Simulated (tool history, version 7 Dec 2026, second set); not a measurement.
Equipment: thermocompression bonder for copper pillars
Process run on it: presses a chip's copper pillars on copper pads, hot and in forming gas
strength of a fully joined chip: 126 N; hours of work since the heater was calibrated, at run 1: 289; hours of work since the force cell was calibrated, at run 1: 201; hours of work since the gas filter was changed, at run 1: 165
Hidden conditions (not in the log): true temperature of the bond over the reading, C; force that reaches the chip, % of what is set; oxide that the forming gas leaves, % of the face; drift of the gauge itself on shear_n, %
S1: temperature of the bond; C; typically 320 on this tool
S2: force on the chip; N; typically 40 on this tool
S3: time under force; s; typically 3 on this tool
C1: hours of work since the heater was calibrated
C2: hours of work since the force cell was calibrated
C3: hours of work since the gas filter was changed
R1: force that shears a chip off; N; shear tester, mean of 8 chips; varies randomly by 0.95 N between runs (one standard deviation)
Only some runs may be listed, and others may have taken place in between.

run,hour,S1,S2,S3,C1,C2,C3,R1
1,0,320,40,3,289,201,165,75.7
2,25.5,320,40,3,300,212,176,74.9
3,57.2,320,40,3,313,225,189,75.8
# hour 84.6: forming gas filter changed
4,106.8,320,40,3,333,245,9,80.5
5,152.2,320,40,8,352,264,28,101.2
6,185.8,320,40,8,366,278,42,99.6
7,206,320,40,8,374,286,50,99.9
8,242.4,320,37,3,389,301,65,74
9,274.2,320,37,3,402,314,78,72.9
10,307,347,40,3,416,328,92,97.2
11,353.3,307,40,3,435,347,111,68.8
12,384.7,320,40,2,448,360,124,67.4
13,416,334,40,3,461,373,137,87.2
14,456.7,334,40,3,477,389,153,85.4
15,487.6,320,40,3,490,402,166,75.7
16,508.9,320,34,4,499,411,175,74.1
17,539.6,320,34,4,511,424,188,73.5
# hour 569.8: forming gas filter changed
18,579.9,320,34,4,528,440,4,79.1
19,602.6,320,31,4,537,449,13,73.8
20,643,320,31,4,554,466,30,73
21,673.2,320,31,4,566,478,43,73.9
# hour 677.1: force cell calibrated
22,717.6,321,31,2,584,17,60,55.8
23,749.5,321,31,2,597,30,73,56.9
24,792.1,321,31,2,615,47,91,55.1
25,818,305,30,3,625,58,102,51.7
# hour 839.9: force cell calibrated, once more
26,852.3,331,51,3,639,5,115,99.8
27,897.9,331,51,3,658,24,134,99.8

Run 28 is up next; what results do you expect?
28,941.1,316,53,2,675,42,152,?

Run 28 measured R1 83.1 N.
With the hidden condition absent and the run-to-run variation left alone, this run would have shown R1 83.4 N.
